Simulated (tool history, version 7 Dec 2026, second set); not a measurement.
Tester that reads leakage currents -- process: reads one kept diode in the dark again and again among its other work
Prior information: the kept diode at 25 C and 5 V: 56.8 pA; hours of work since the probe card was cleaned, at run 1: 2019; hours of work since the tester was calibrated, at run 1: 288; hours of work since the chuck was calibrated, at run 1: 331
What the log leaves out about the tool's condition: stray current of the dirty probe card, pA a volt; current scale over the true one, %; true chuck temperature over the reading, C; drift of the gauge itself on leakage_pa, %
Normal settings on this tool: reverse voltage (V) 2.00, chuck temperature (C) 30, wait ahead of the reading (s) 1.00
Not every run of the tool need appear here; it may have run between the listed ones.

run   hour  reverse voltage (V)  chuck temperature (C)  wait ahead of the reading (s)  hours of work since the probe card was cleaned  hours of work since the tester was calibrated  hours of work since the chuck was calibrated  current that the tester gives (pA)
  1    0.0                 2.00                     30                           1.00                                            2019                                            288                                           331                               57.40
  2   32.6                 6.96                     30                           1.00                                            2033                                            302                                           345                              122.85
  3   70.5                 3.26                     30                           1.00                                            2049                                            318                                           361                               77.01
  4   93.7                 3.26                     30                           1.00                                            2058                                            328                                           371                               77.35
  5  128.1                 2.62                     30                           1.00                                            2073                                            342                                           385                               67.45
  6  162.6                 2.62                     30                           1.00                                            2087                                            357                                           399                               67.72
  7  196.9                 2.00                     26                           1.00                                            2102                                            371                                           414                               42.99
  8  224.1                 2.00                     57                           1.00                                            2113                                            383                                           425                              409.30
  9  241.4                 2.00                     30                           1.53                                            2120                                            390                                           433                               57.73
 10  268.4                 2.00                     30                           1.53                                            2132                                            401                                           444                               57.77
 11  301.2                 2.00                     30                           1.53                                            2146                                            415                                           458                               57.95
 12  328.0                 2.00                     30                           1.53                                            2157                                            426                                           469                               57.52
 13  360.2                 2.00                     30                           1.53                                            2170                                            440                                           483                               57.81
 14  393.5                 5.77                     44                           1.65                                            2184                                            454                                           497                              301.05
 15  409.7                14.06                     39                           1.65                                            2191                                            461                                           503                              358.04
 16  433.2                 2.00                     23                           0.34                                            2201                                            471                                           513                               35.79
 17  452.8                 1.17                     30                           6.30                                            2209                                            479                                           522                               42.12
 18  478.5                 1.17                     30                           6.30                                            2220                                            490                                           532                               42.26
 19  500.0                 1.17                     30                           1.16                                            2229                                            499                                           541                               42.24
 20  522.8                 1.17                     30                           1.16                                            2239                                            508                                           551                               42.50
 21  550.0                 2.00                     27                           8.38                                            2250                                            520                                           562                               46.40
 22  585.4                 2.40                     31                           2.50                                            2265                                            535                                           577                               70.39
 23  620.0                 5.68                     57                           2.50                                            2280                                            549                                           592                              740.55
 24  655.0                 5.68                     57                           2.50                                            2294                                            564                                           607                              738.92

Each row is a separate what-if for the run after 24, all from the same tool condition, not one after another. Results?
  A  671.8                 5.68                     23                           0.47                                            2301                                            571                                           614                                   ?
  B  671.8                 2.00                     43                           0.52                                            2301                                            571                                           614                                   ?
  C  671.8                 1.74                     21                           1.70                                            2301                                            571                                           614                                   ?
  D  671.8                 5.21                     57                           0.99                                            2301                                            571                                           614                                   ?

run  current that the tester gives (pA)
  A                               70.64
  B                              153.77
  C                               27.79
  D                              705.93
With no hidden state in the tool, these same runs would have given:
run  current that the tester gives (pA)
  A                               54.55
  B                              144.45
  C                               22.64
  D                              674.49

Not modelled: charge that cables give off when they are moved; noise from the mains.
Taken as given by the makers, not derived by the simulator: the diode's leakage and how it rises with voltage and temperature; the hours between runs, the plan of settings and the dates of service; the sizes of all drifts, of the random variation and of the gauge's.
